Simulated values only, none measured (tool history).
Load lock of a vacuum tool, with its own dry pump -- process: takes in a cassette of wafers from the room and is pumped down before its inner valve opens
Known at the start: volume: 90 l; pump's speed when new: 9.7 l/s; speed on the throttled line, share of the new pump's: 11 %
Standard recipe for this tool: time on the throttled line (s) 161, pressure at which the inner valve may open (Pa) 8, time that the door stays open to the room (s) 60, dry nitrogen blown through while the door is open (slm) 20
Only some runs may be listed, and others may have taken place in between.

run,hour,time on the throttled line (s),pressure at which the inner valve may open (Pa),time that the door stays open to the room (s),dry nitrogen blown through while the door is open (slm),"incoming humidity of the room's air, %",time from the closed door until the inner valve may open (s),rise of the pressure with all valves shut (Pa/min)
1,0,161,8,60,20,44.7,247.6,0.032
2,265.2,161,8,60,20,45.7,249.6,0.038
3,431.9,161,8,60,20,43.4,252.6,0.032
4,716.8,161,8,60,20,45.5,250.6,0.036
5,882.6,161,8,60,20,46.5,249,0.04
6,1138.5,161,8,60,20,47.3,251.7,0.041
7,1265.7,161,8,60,20,45.6,253.5,0.036
8,1540,161,8,60,20,44.1,253.6,0.043
9,1710.8,161,8,60,20,47.2,252.2,0.04
10,1904.4,161,8,191,20,45,255.5,0.051
11,2041,161,8,191,20,41.1,255.1,0.054
12,2306.6,161,8,191,20,47.1,256.3,0.06
13,2593,161,8,191,20,45.3,256,0.063
14,2737,161,8,60,20,46.4,257.5,0.039
# hour 2874.9: dry pump taken out, an overhauled one fitted
15,2988.2,161,8,60,20,50.8,232.9,0.047
16,3210,161,6,60,39,45.2,235.1,0.028
17,3496.6,296,10,60,7,46.9,348.3,0.055
18,3646.8,193,8,60,7,43.7,260.2,0.052
19,3922.8,161,8,230,26,45.6,232.5,0.056
20,4206.4,161,8,230,26,48.9,233.3,0.068
21,4457,161,8,60,24,44.9,232.7,0.039
22,4584.2,161,8,60,24,49.3,233.3,0.049
23,4821.3,161,8,60,24,46.3,236,0.041
24,5056.1,161,8,60,24,45.9,235.5,0.038
25,5322.9,161,8,60,24,47.4,234.8,0.042
26,5466.1,98,15,27,20,46,174.2,0.034
27,5613.6,85,11,61,42,46.9,164,0.036
28,5860.6,273,8,60,15,46.3,334,0.048
29,6085.7,161,8,60,43,46.8,237.4,0.037

The logged runs with the hidden state left out (each run's random variation unchanged):
Unlogged tool condition in this case: pump's speed, % of a new pump's; leak at the door's seal, Pa l/s; drift of the gauge itself on ready_s, %; drift of the gauge itself on rise_pa_min, %.
run,time from the closed door until the inner valve may open (s),rise of the pressure with all valves shut (Pa/min)
1,231.3,0.031
2,232.6,0.036
3,235,0.03
4,232.4,0.033
5,230.5,0.037
6,232.3,0.038
7,233.6,0.033
8,233.1,0.039
9,231.4,0.037
10,234,0.047
11,233.3,0.049
12,233.7,0.055
13,232.4,0.057
14,233.7,0.034
15,233.8,0.041
16,235.7,0.022
17,348.4,0.048
18,260.1,0.045
19,231.9,0.048
20,232.2,0.06
21,231.2,0.031
22,231.5,0.04
23,233.8,0.032
24,232.9,0.029
25,231.7,0.031
26,170.8,0.023
27,160,0.025
28,330.7,0.037
29,232.9,0.025
